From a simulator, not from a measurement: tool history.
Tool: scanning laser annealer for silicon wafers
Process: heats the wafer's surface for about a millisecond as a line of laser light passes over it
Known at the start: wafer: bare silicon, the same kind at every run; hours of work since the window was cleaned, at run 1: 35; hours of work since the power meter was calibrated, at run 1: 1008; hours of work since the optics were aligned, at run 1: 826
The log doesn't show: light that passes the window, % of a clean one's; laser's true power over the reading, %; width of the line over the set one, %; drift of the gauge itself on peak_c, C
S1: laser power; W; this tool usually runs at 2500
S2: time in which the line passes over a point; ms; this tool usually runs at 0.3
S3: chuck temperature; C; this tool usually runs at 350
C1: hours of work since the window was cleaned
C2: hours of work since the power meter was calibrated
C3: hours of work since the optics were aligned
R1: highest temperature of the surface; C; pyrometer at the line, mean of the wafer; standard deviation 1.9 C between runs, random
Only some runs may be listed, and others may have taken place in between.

| run | hour | S1 | S2 | S3 | C1 | C2 | C3 | R1 |
|---|---|---|---|---|---|---|---|---|
| 1 | 0 | 2500 | 0.3 | 350 | 35 | 1008 | 826 | 1174 |
| 2 | 32 | 2500 | 0.3 | 350 | 60 | 1033 | 852 | 1167 |
| 3 | 63.8 | 2500 | 0.3 | 350 | 85 | 1059 | 877 | 1163 |
| 4 | 94.8 | 2500 | 0.3 | 325 | 110 | 1083 | 902 | 1138 |
| 5 | 120.3 | 2500 | 0.3 | 365 | 130 | 1104 | 922 | 1176 |
| 6 | 143.1 | 2500 | 0.3 | 365 | 149 | 1122 | 940 | 1176 |
| 7 | 159.2 | 2500 | 0.3 | 365 | 161 | 1135 | 953 | 1175 |
| 8 | 191.5 | 2360 | 0.3 | 350 | 187 | 1161 | 979 | 1096 |
| 9 | 222.7 | 2500 | 0.24 | 350 | 212 | 1186 | 1004 | 1062 |
| 10 | 254.9 | 2500 | 0.3 | 350 | 238 | 1211 | 1029 | 1147 |
| 11 | 288.1 | 2500 | 0.3 | 350 | 264 | 1238 | 1056 | 1145 |
| 12 | 321.7 | 2500 | 0.3 | 350 | 291 | 1264 | 1083 | 1144 |
| 13 | 345 | 2179 | 0.3 | 350 | 310 | 1283 | 1101 | 1016 |
| 14 | 372.6 | 2179 | 0.3 | 350 | 332 | 1305 | 1123 | 1013 |
| 15 | 408.5 | 2179 | 0.3 | 350 | 360 | 1334 | 1152 | 1009 |
|  | 419.3 | window over the wafer cleaned |
| 16 | 435.5 | 2179 | 0.317 | 350 | 13 | 1354 | 1172 | 1056 |
| 17 | 466 | 2189 | 0.257 | 350 | 37 | 1378 | 1196 | 979 |
| 18 | 498.4 | 2506 | 0.253 | 350 | 63 | 1404 | 1222 | 1098 |
| 19 | 521.8 | 2500 | 0.275 | 366 | 82 | 1422 | 1241 | 1139 |
| 20 | 551 | 2423 | 0.245 | 382 | 105 | 1446 | 1264 | 1079 |
| 21 | 566.5 | 2528 | 0.245 | 386 | 117 | 1458 | 1276 | 1116 |
| 22 | 601.7 | 2148 | 0.376 | 378 | 145 | 1486 | 1304 | 1122 |
| 23 | 623.9 | 2532 | 0.293 | 330 | 163 | 1504 | 1322 | 1137 |
| 24 | 647.6 | 2532 | 0.293 | 330 | 182 | 1523 | 1341 | 1133 |
| 25 | 684.5 | 2532 | 0.293 | 330 | 211 | 1552 | 1370 | 1131 |
| 26 | 706 | 2532 | 0.293 | 330 | 229 | 1569 | 1387 | 1132 |
| 27 | 739.6 | 2500 | 0.299 | 348 | 255 | 1596 | 1414 | 1140 |
| 28 | 755.7 | 2500 | 0.299 | 385 | 268 | 1609 | 1427 | 1175 |

Each row is a separate what-if for the run after 28, all from the same tool condition, not one after another. Results?
| A | 786.5 | 2500 | 0.242 | 327 | 293 | 1633 | 1452 | ? |
| B | 786.5 | 2237 | 0.299 | 385 | 293 | 1633 | 1452 | ? |
| C | 786.5 | 2500 | 0.321 | 350 | 293 | 1633 | 1452 | ? |
| D | 786.5 | 2271 | 0.366 | 313 | 293 | 1633 | 1452 | ? |

| run | R1 |
|---|---|
| A | 1029 |
| B | 1064 |
| C | 1167 |
| D | 1087 |
Take away the tool's hidden state, keep each run's random variation, and the runs would have read:
| run | R1 |
|---|---|
| A | 1071 |
| B | 1105 |
| C | 1216 |
| D | 1133 |
